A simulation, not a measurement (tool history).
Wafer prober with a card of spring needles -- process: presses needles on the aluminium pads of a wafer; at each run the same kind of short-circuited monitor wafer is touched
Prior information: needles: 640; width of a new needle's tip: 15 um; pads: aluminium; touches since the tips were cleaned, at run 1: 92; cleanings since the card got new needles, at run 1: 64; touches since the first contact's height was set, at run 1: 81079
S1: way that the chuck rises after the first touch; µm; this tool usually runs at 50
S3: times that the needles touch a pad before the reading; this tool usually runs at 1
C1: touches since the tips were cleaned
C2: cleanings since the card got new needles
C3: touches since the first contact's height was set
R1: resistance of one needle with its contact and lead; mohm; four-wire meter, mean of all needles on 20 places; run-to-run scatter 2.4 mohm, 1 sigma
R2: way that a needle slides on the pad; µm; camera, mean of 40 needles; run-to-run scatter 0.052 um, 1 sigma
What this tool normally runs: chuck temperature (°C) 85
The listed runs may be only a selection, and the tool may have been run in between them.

Run 1, day 0: usual settings; C1 92; C2 64; C3 81079. Result: R1 282 mohm, R2 7.64 µm.
At day 0.704: tips cleaned on abrasive film.
Run 2, day 0.962: usual settings; C1 1393; C2 65; C3 86208. Result: R1 332 mohm, R2 7.58 µm.
At day 1.479: tips cleaned on abrasive film.
Run 3, day 1.825: usual settings; C1 1852; C2 66; C3 90786. Result: R1 340 mohm, R2 7.57 µm.
At day 2.254: tips cleaned on abrasive film.
Run 4, day 2.796: usual settings but S3 3; C1 2892; C2 67; C3 95956. Result: R1 307 mohm, R2 7.62 µm.
At day 2.992: tips cleaned on abrasive film.
Run 5, day 3.471: usual settings; C1 2552; C2 68; C3 99543. Result: R1 370 mohm, R2 7.55 µm.
At day 3.771: tips cleaned on abrasive film.
At day 4.542: tips cleaned on abrasive film.
Run 6, day 4.542: usual settings; C1 0; C2 70; C3 105223. Result: R1 285 mohm, R2 7.53 µm.
At day 5.342: tips cleaned on abrasive film.
Run 7, day 5.404: usual settings; C1 313; C2 71; C3 109806. Result: R1 297 mohm, R2 7.5 µm.
At day 6.054: tips cleaned on abrasive film.
Run 8, day 6.254: usual settings; C1 1082; C2 72; C3 114350. Result: R1 333 mohm, R2 7.49 µm.
At day 6.846: tips cleaned on abrasive film.
Run 9, day 7.425: usual settings; C1 3100; C2 73; C3 120583. Result: R1 386 mohm, R2 7.5 µm.
At day 7.617: tips cleaned on abrasive film.
Run 10, day 8.046: usual settings but S1 41 µm; C1 2283; C2 74; C3 123874. Result: R1 424 mohm, R2 6.06 µm.
At day 8.346: tips cleaned on abrasive film.
At day 9.146: tips cleaned on abrasive film.
Run 11, day 9.358: usual settings but S1 41 µm, S3 2; C1 1128; C2 76; C3 130849. Result: R1 323 mohm, R2 6.1 µm.
At day 9.896: tips cleaned on abrasive film.
Run 12, day 10.05: usual settings but S1 41 µm, S3 2; C1 823; C2 77; C3 134521. Result: R1 326 mohm, R2 6.01 µm.
At day 10.638: tips cleaned on abrasive film.
Run 13, day 11.321: usual settings but S1 37 µm, S3 2; C1 3646; C2 78; C3 141298. Result: R1 414 mohm, R2 5.32 µm.
At day 11.392: tips cleaned on abrasive film.
At day 12.183: tips cleaned on abrasive film.
Run 14, day 12.383: usual settings but S1 37 µm, S3 2; C1 1067; C2 80; C3 146931. Result: R1 339 mohm, R2 5.2 µm.
At day 12.9: tips cleaned on abrasive film.
Run 15, day 13.262: usual settings but S1 37 µm, S3 2; C1 1932; C2 81; C3 151605. Result: R1 376 mohm, R2 5.31 µm.
At day 13.638: tips cleaned on abrasive film.
Run 16, day 13.867: usual settings but S1 37 µm, S3 2; C1 1210; C2 82; C3 154811. Result: R1 346 mohm, R2 5.17 µm.
At day 14.404: tips cleaned on abrasive film.
Run 17, day 14.733: usual settings but S1 37 µm, S3 2; C1 1754; C2 83; C3 159432. Result: R1 368 mohm, R2 5.15 µm.
At day 15.196: tips cleaned on abrasive film.
Run 18, day 15.554: usual settings but chuck temperature (°C) 36; C1 1916; C2 84; C3 163799. Result: R1 353 mohm, R2 7.26 µm.
At day 15.971: tips cleaned on abrasive film.
Run 19, day 16.383: usual settings but S1 51 µm, chuck temperature (°C) 43, S3 2; C1 2225; C2 85; C3 168219. Result: R1 323 mohm, R2 7.44 µm.
At day 16.679: tips cleaned on abrasive film.
At day 17.412: tips cleaned on abrasive film.
Run 20, day 17.662: usual settings but S1 51 µm, chuck temperature (°C) 43, S3 2; C1 1340; C2 87; C3 175002. Result: R1 305 mohm, R2 7.29 µm.
At day 17.729: height of the first contact set anew.
At day 18.175: tips cleaned on abrasive film.
Run 21, day 18.329: usual settings but S1 51 µm, chuck temperature (°C) 43, S3 2; C1 831; C2 88; C3 3178. Result: R1 286 mohm, R2 7.26 µm.
At day 18.888: tips cleaned on abrasive film.
Run 22, day 19.279: usual settings but S1 51 µm, chuck temperature (°C) 88, S3 2; C1 2110; C2 89; C3 8245. Result: R1 334 mohm, R2 7.13 µm.
At day 19.633: tips cleaned on abrasive film.
At day 20.371: tips cleaned on abrasive film.
Run 23, day 20.483: usual settings but S1 32 µm, chuck temperature (°C) 110, S3 3; C1 603; C2 91; C3 14624. Result: R1 347 mohm, R2 3.95 µm.
At day 21.104: tips cleaned on abrasive film.
Run 24, day 21.104: usual settings but S1 32 µm, chuck temperature (°C) 110, S3 3; C1 0; C2 92; C3 17921. Result: R1 316 mohm, R2 4.06 µm.
At day 21.833: tips cleaned on abrasive film.
Run 25, day 21.946: usual settings but S1 32 µm, chuck temperature (°C) 110, S3 3; C1 588; C2 93; C3 22397. Result: R1 342 mohm, R2 4.06 µm.
At day 22.483: height of the first contact set anew, once more.
At day 22.558: tips cleaned on abrasive film.
Run 26, day 22.688: usual settings but chuck temperature (°C) 42; C1 695; C2 94; C3 1069. Result: R1 301 mohm, R2 7.93 µm.
At day 23.358: tips cleaned on abrasive film.
Run 27, day 23.692: usual settings but chuck temperature (°C) 42; C1 1797; C2 95; C3 6425. Result: R1 333 mohm, R2 7.83 µm.
At day 24.183: tips cleaned on abrasive film.
Run 28, day 24.642: usual settings but S1 64 µm, S3 3; C1 2442; C2 96; C3 11474. Result: R1 286 mohm, R2 10.14 µm.
At day 24.908: tips cleaned on abrasive film.
Run 29, day 25.479: usual settings but chuck temperature (°C) 80, S3 2; C1 3047; C2 97; C3 15931. Result: R1 329 mohm, R2 7.9 µm.
At day 25.646: tips cleaned on abrasive film.
At day 26.446: tips cleaned on abrasive film.
Run 30, day 26.8: usual settings but S1 59 µm, chuck temperature (°C) 68, S3 2; C1 1886; C2 99; C3 22944. Result: R1 301 mohm, R2 9.21 µm.
At day 27.196: tips cleaned on abrasive film.
Run 31, day 27.383: usual settings but S1 37 µm, chuck temperature (°C) 52; C1 1004; C2 100; C3 26052. Result: R1 363 mohm, R2 5.77 µm.

Table of differences, measured result less the result of that run with no hidden state. Run-to-run variation is the same in both. Gauge scatter possibly is not:
The tool's hidden condition here consists of: debris on the tips, nm; way that the needles fall short of the set height, um; tips' diameter, um; drift of the gauge itself on contact_mohm, %; drift of the gauge itself on scrub_um, %.
run    R1     R2
  1   +15  -0.34
  2   +63  -0.34
  3   +75  -0.36
  4   +37  -0.38
  5   +98   -0.4
  6   +16  -0.42
  7   +31  -0.44
  8   +64  -0.46
  9  +113  -0.48
 10  +149  -0.49
 11   +53  -0.54
 12   +51  -0.55
 13  +139  -0.56
 14   +64   -0.6
 15   +95  -0.61
 16   +69  -0.62
 17   +91  -0.64
 18  +100  -0.67
 19   +66  -0.68
 20   +48  -0.71
 21   +34  -0.94
 22   +66  -0.95
 23   +54  -0.98
 24   +30  -1.01
 25   +50  -1.02
 26   +41  -0.02
 27   +80  -0.03
 28   +23  -0.05
 29   +63  -0.06
 30   +38  -0.09
 31   +98  -0.12
